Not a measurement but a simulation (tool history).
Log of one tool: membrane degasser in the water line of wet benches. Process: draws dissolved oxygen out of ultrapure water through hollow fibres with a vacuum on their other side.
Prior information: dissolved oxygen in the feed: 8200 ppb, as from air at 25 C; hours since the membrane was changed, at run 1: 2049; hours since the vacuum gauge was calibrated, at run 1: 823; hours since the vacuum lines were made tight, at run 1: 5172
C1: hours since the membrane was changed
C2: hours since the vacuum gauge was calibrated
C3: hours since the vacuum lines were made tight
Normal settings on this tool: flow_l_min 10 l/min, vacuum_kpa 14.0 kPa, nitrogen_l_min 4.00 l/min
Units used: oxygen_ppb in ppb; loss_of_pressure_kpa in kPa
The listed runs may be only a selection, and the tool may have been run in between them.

Run 1, hour 0.0: usual settings; C1 2049; C2 823; C3 5172. Result: oxygen_ppb 187.4 ppb, loss_of_pressure_kpa 53.04 kPa.
Run 2, hour 166.8: usual settings; C1 2216; C2 990; C3 5339. Result: oxygen_ppb 193.9 ppb, loss_of_pressure_kpa 53.50 kPa.
Run 3, hour 332.1: usual settings but vacuum_kpa 16.5 kPa; C1 2382; C2 1155; C3 5504. Result: oxygen_ppb 200.4 ppb, loss_of_pressure_kpa 53.30 kPa.
Run 4, hour 548.9: usual settings but vacuum_kpa 16.5 kPa, nitrogen_l_min 2.37 l/min; C1 2598; C2 1372; C3 5721. Result: oxygen_ppb 250.7 ppb, loss_of_pressure_kpa 53.42 kPa.
Run 5, hour 654.5: usual settings but vacuum_kpa 16.5 kPa, nitrogen_l_min 2.37 l/min; C1 2704; C2 1477; C3 5826. Result: oxygen_ppb 252.5 ppb, loss_of_pressure_kpa 53.33 kPa.
Run 6, hour 779.6: usual settings but vacuum_kpa 10.2 kPa; C1 2829; C2 1602; C3 5951. Result: oxygen_ppb 163.2 ppb, loss_of_pressure_kpa 53.13 kPa.
Run 7, hour 884.2: usual settings but vacuum_kpa 10.2 kPa; C1 2934; C2 1707; C3 6056. Result: oxygen_ppb 164.2 ppb, loss_of_pressure_kpa 52.81 kPa.
Run 8, hour 996.5: usual settings but vacuum_kpa 10.2 kPa; C1 3046; C2 1819; C3 6168. Result: oxygen_ppb 163.0 ppb, loss_of_pressure_kpa 53.37 kPa.
Run 9, hour 1202.5: usual settings; C1 3252; C2 2025; C3 6374. Result: oxygen_ppb 187.1 ppb, loss_of_pressure_kpa 53.34 kPa.
Run 10, hour 1423.8: usual settings; C1 3473; C2 2247; C3 6596. Result: oxygen_ppb 188.6 ppb, loss_of_pressure_kpa 53.40 kPa.
Run 11, hour 1557.1: usual settings; C1 3607; C2 2380; C3 6729. Result: oxygen_ppb 185.5 ppb, loss_of_pressure_kpa 53.06 kPa.
Run 12, hour 1701.4: usual settings; C1 3751; C2 2524; C3 6873. Result: oxygen_ppb 188.0 ppb, loss_of_pressure_kpa 53.11 kPa.
Run 13, hour 1924.2: usual settings but nitrogen_l_min 1.93 l/min; C1 3974; C2 2747; C3 7096. Result: oxygen_ppb 253.0 ppb, loss_of_pressure_kpa 52.86 kPa.
At hour 1943.5: seals of the vacuum lines changed.
Run 14, hour 2128.5: usual settings but nitrogen_l_min 1.93 l/min; C1 4176; C2 2949; C3 185. Result: oxygen_ppb 250.9 ppb, loss_of_pressure_kpa 53.13 kPa.
At hour 2234.6: vacuum gauge calibrated.
Run 15, hour 2279.5: usual settings but nitrogen_l_min 1.93 l/min; C1 4326; C2 45; C3 335. Result: oxygen_ppb 251.2 ppb, loss_of_pressure_kpa 52.67 kPa.
Run 16, hour 2507.2: usual settings but nitrogen_l_min 1.93 l/min; C1 4554; C2 273; C3 563. Result: oxygen_ppb 250.1 ppb, loss_of_pressure_kpa 52.74 kPa.
Run 17, hour 2622.3: usual settings but nitrogen_l_min 1.93 l/min; C1 4669; C2 388; C3 678. Result: oxygen_ppb 255.3 ppb, loss_of_pressure_kpa 52.85 kPa.

Run 18 has not been measured yet. What should we expect?
Run 18, hour 2742.4: usual settings but flow_l_min 9 l/min, vacuum_kpa 9.6 kPa, nitrogen_l_min 11.81 l/min; C1 4789; C2 508; C3 798. Result: oxygen_ppb ?, loss_of_pressure_kpa ?.

Run 18 produced oxygen_ppb 96.5 ppb, loss_of_pressure_kpa 47.62 kPa.
The same run, on a tool lacking any hidden state, would have yielded oxygen_ppb 96.3 ppb, loss_of_pressure_kpa 48.23 kPa.

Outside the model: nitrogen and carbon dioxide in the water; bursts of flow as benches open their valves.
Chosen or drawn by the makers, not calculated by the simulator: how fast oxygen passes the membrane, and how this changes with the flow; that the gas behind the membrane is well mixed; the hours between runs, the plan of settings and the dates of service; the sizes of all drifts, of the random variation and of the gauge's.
